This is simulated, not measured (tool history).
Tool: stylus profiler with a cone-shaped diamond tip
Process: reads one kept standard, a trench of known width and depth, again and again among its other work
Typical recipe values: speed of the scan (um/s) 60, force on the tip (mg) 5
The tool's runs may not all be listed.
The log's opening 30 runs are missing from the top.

run,hour,speed of the scan (um/s),force on the tip (mg),scans with this tip,hours of work since the height scale was calibrated,depth of the trench (nm),width of the trench's floor (um)
# hour 352.4: height scale calibrated on a step standard
31,362.7,26,4.65,5226,5,203.68,17.67
32,373.3,26,4.65,5306,11,203.45,17.75
33,390.7,26,7.56,5438,20,204.93,17.73
# hour 393.1: height scale calibrated on a step standard, once more
34,406.9,185,1.96,5556,7,202.09,16.94
35,422.3,171,3.46,5673,16,202.93,17.18
36,434.5,50,5.89,5766,22,204.57,17.61
37,449,238,8.74,5875,30,205.45,17.26
38,458,18,10.93,5943,35,206.84,17.74
39,472.5,57,14.26,6053,42,208,17.65
40,489.6,86,1.92,6183,51,202.06,17.34
41,499.3,60,1.98,6256,57,202.25,17.49
42,508,125,1.95,6322,61,202.05,17.17
43,519.1,23,1.69,6406,67,201.8,17.65
44,531.9,60,2.09,6502,74,202.18,17.48
45,543.9,68,1.86,6593,80,201.86,17.44
46,551,116,14.74,6647,84,208.24,17.55

3 ways to go on from here, each from the tool as it stands after run 46. What would each give?
A,563.9,80,4.5,6745,91,?,?
B,563.9,25,3.91,6745,91,?,?
C,563.9,93,5,6745,91,?,?

run,depth of the trench (nm),width of the trench's floor (um)
A,203.66,17.49
B,203.15,17.68
C,203.92,17.45
The same runs, with their run-to-run variation unchanged, on a tool lacking any hidden condition would have given:
run,depth of the trench (nm),width of the trench's floor (um)
A,203.76,17.81
B,203.24,18
C,204.02,17.77
